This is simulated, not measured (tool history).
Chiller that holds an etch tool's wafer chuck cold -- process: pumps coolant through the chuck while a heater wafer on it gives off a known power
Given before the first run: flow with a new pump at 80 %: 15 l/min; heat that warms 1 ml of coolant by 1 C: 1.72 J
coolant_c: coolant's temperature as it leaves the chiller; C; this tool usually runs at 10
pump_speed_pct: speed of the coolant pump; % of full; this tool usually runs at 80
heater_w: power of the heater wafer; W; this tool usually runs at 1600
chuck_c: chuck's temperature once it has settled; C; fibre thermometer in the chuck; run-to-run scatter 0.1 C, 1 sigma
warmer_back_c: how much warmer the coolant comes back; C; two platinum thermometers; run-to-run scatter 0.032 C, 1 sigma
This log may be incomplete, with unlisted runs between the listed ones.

run,day,coolant_c,pump_speed_pct,heater_w,chuck_c,warmer_back_c
1,0,10,80,1600,24.2,3.69
2,1.417,10,80,1600,24.5,3.72
3,3.45,10,80,1600,24.2,3.72
4,5.046,6,80,1600,20.3,3.67
5,6.854,6,80,1600,20.3,3.67
6,9.258,10,80,1600,24.3,3.65
7,10.975,10,72,1600,25.6,4.04
8,13.15,10,72,1600,25.5,3.99
9,15.225,10,72,1600,25.6,4.09
10,16.421,10,80,1600,24.2,3.59
11,18.946,10,80,1600,24.2,3.6
12,20.575,10,80,1600,24,3.58
13,22.667,10,80,1600,24.2,3.6
14,24.021,10,80,1600,24.1,3.52
15,26.125,10,80,1600,24.4,3.55
16,28.05,10,80,1600,24.2,3.52
17,30.188,16,80,1333,28,2.95
18,32.025,11,86,2111,28.9,4.39
# day 33.421: coolant changed, channels flushed
19,34.342,11,80,1313,22.6,2.86
20,35.567,11,80,1313,22.7,2.82
21,36.988,11,80,1313,22.5,2.81
22,39.075,8,93,1600,20.6,3.02
23,40.462,0,89,848,7,1.54
24,42.979,1,66,1600,17.8,4.22
25,45.562,4,66,1600,20.7,4.24
26,47.292,10,87,1810,25.2,3.55
# day 47.638: chiller's thermometer calibrated
27,49.929,17,80,1600,31.4,3.42
28,51.138,10,74,905,18.5,2.02
29,52.508,4,75,1016,13.6,2.2

Per-run results on a tool with no hidden state, each run keeping its own random variation:
The tool's hidden condition here consists of: heat passed by the chuck's channels, % of clean ones'; flow at a given pump speed, % of a new pump's; coolant's true temperature over the reading, C; drift of the gauge itself on chuck_c, C; drift of the gauge itself on warmer_back_c, C.
run,warmer_back_c
1,3.69
2,3.73
3,3.74
4,3.7
5,3.71
6,3.7
7,4.1
8,4.06
9,4.17
10,3.69
11,3.71
12,3.7
13,3.73
14,3.66
15,3.7
16,3.69
17,3.12
18,4.57
19,3.05
20,3.03
21,3.02
22,3.24
23,1.77
24,4.47
25,4.5
26,3.82
27,3.7
28,2.31
29,2.51
chuck_c: within 0.1 C of the measured result in every run.
